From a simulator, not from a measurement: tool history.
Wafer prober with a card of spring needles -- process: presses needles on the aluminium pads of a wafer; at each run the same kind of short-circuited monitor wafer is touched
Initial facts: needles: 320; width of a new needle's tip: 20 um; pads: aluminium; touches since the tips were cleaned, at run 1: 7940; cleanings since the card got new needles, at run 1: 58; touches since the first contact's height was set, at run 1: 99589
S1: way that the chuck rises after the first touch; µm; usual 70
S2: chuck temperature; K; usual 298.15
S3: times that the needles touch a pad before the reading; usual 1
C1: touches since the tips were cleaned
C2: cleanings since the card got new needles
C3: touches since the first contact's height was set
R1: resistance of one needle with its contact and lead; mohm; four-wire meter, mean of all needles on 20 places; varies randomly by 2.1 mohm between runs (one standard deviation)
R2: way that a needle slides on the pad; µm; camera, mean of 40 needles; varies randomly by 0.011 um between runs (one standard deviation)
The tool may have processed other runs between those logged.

Run 1, hour 0: usual settings; C1 7940; C2 58; C3 99589. Result: R1 326 mohm, R2 10.52 µm.
At hour 2.9: tips cleaned on abrasive film.
At hour 23.3: tips cleaned on abrasive film.
Run 2, hour 30.1: usual settings; C1 2861; C2 60; C3 112199. Result: R1 287 mohm, R2 10.4 µm.
At hour 39: height of the first contact set anew.
At hour 44.4: tips cleaned on abrasive film.
Run 3, hour 62.5: usual settings; C1 7648; C2 61; C3 9872. Result: R1 317 mohm, R2 10.67 µm.
At hour 64.4: tips cleaned on abrasive film.
At hour 85.7: tips cleaned on abrasive film.
Run 4, hour 97.8: usual settings; C1 5120; C2 63; C3 24659. Result: R1 304 mohm, R2 10.65 µm.
At hour 105.6: tips cleaned on abrasive film.
At hour 126.8: tips cleaned on abrasive film.
Run 5, hour 128.6: usual settings; C1 764; C2 65; C3 37542. Result: R1 257 mohm, R2 10.58 µm.
At hour 141.2: tips cleaned on abrasive film, once more.
Run 6, hour 160.6: usual settings; C1 8164; C2 66; C3 50946. Result: R1 324 mohm, R2 10.59 µm.
At hour 162.8: tips cleaned on abrasive film.
At hour 184.6: tips cleaned on abrasive film.
Run 7, hour 192.7: usual settings; C1 3410; C2 68; C3 64397. Result: R1 289 mohm, R2 10.56 µm.
At hour 205.5: tips cleaned on abrasive film.
Run 8, hour 211.6: usual settings; C1 2560; C2 69; C3 72331. Result: R1 280 mohm, R2 10.54 µm.
At hour 226.2: tips cleaned on abrasive film.
Run 9, hour 230.2: usual settings; C1 1704; C2 70; C3 80125. Result: R1 270 mohm, R2 10.54 µm.

Run 10 is up next; what results do you expect?
At hour 246.7: tips cleaned on abrasive film.
Run 10, hour 249.5: usual settings; C1 1192; C2 71; C3 88199. Result: R1 ?, R2 ?.

Logged for run 10: R1 265 mohm, R2 10.51 µm.
Without the tool's hidden state the same run would have given R1 234 mohm, R2 10.7 µm.

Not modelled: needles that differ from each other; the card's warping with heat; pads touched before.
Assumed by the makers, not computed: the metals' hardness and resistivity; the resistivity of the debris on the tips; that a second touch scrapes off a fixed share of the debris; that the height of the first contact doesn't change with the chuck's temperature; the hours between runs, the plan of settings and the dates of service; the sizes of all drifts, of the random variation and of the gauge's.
